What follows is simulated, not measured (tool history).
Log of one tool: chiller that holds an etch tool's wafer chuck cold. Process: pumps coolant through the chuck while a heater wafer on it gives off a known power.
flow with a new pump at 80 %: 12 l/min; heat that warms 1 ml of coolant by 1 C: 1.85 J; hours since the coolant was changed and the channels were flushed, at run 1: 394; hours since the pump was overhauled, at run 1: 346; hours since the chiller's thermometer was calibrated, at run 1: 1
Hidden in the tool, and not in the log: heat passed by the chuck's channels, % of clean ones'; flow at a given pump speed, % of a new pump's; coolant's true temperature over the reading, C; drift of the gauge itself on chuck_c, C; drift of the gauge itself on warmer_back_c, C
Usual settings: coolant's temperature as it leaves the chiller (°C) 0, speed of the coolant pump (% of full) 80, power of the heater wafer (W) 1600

run,hour,coolant's temperature as it leaves the chiller (°C),speed of the coolant pump (% of full),power of the heater wafer (W),hours since the coolant was changed and the channels were flushed,hours since the pump was overhauled,hours since the chiller's thermometer was calibrated,chuck's temperature once it has settled (°C),how much warmer the coolant comes back (C)
1,0.0,0,80,1600,394,346,1,10.8,4.33
2,25.5,0,80,1095,420,372,26,7.6,2.95
3,51.3,8,80,1095,446,397,52,15.5,2.93
4,68.6,0,96,1600,463,415,70,9.5,3.59
5,83.5,0,96,1098,478,430,85,6.2,2.40
6,117.1,0,96,1098,511,463,118,6.5,2.48
7,145.0,0,96,1098,539,491,146,6.4,2.45
8,170.1,0,96,1098,565,516,171,6.3,2.48
9,188.9,0,80,1600,583,535,190,11.2,4.32
10,206.8,0,80,1600,601,553,208,11.2,4.40
11,226.8,0,80,1600,621,573,228,11.0,4.39
12,260.4,0,80,1600,655,606,261,11.1,4.36
13,283.3,0,80,1600,678,629,284,11.3,4.42
14,313.1,0,80,1600,707,659,314,11.0,4.34
15,332.9,0,80,1600,727,679,334,11.1,4.33
16,347.6,0,80,1600,742,694,349,11.2,4.37
17,383.1,0,80,1600,778,729,384,11.2,4.35
18,398.8,0,80,1600,793,745,400,11.2,4.36
19,419.7,-1,64,869,814,766,421,6.5,2.96
20,437.0,-1,64,869,831,783,438,6.6,3.00
21,465.7,-1,64,869,860,812,467,6.6,3.03
22,488.6,-1,64,869,883,835,490,6.3,3.02
23,509.6,2,89,1300,904,856,511,10.4,3.19
24,535.7,0,87,821,930,882,537,5.6,2.09
25,570.0,0,87,821,964,916,571,5.4,2.06
26,589.7,3,80,1439,984,936,591,13.2,3.90
27,609.8,-3,94,2167,1004,956,611,10.2,4.98
28,640.8,8,72,2167,1035,987,642,24.8,6.63
29,671.7,5,81,1245,1066,1018,673,13.9,3.39
30,697.5,-1,95,1474,1092,1044,699,8.0,3.36
31,712.6,-1,67,1474,1107,1059,714,11.2,4.93
32,742.2,0,61,1088,1137,1088,743,9.9,3.93

Forecast each of these 3 alternatives for the next run:
A,759.5,5,88,1600,1154,1105,760,?,?
B,759.5,-8,80,1385,1154,1105,760,?,?
C,759.5,-3,86,1013,1154,1105,760,?,?

run,chuck's temperature once it has settled (°C),how much warmer the coolant comes back (C)
A,15.5,3.92
B,1.8,3.75
C,3.7,2.53
Without the tool's hidden state the same runs would have given:
run,chuck's temperature once it has settled (°C),how much warmer the coolant comes back (C)
A,15.0,3.88
B,1.4,3.70
C,3.3,2.51

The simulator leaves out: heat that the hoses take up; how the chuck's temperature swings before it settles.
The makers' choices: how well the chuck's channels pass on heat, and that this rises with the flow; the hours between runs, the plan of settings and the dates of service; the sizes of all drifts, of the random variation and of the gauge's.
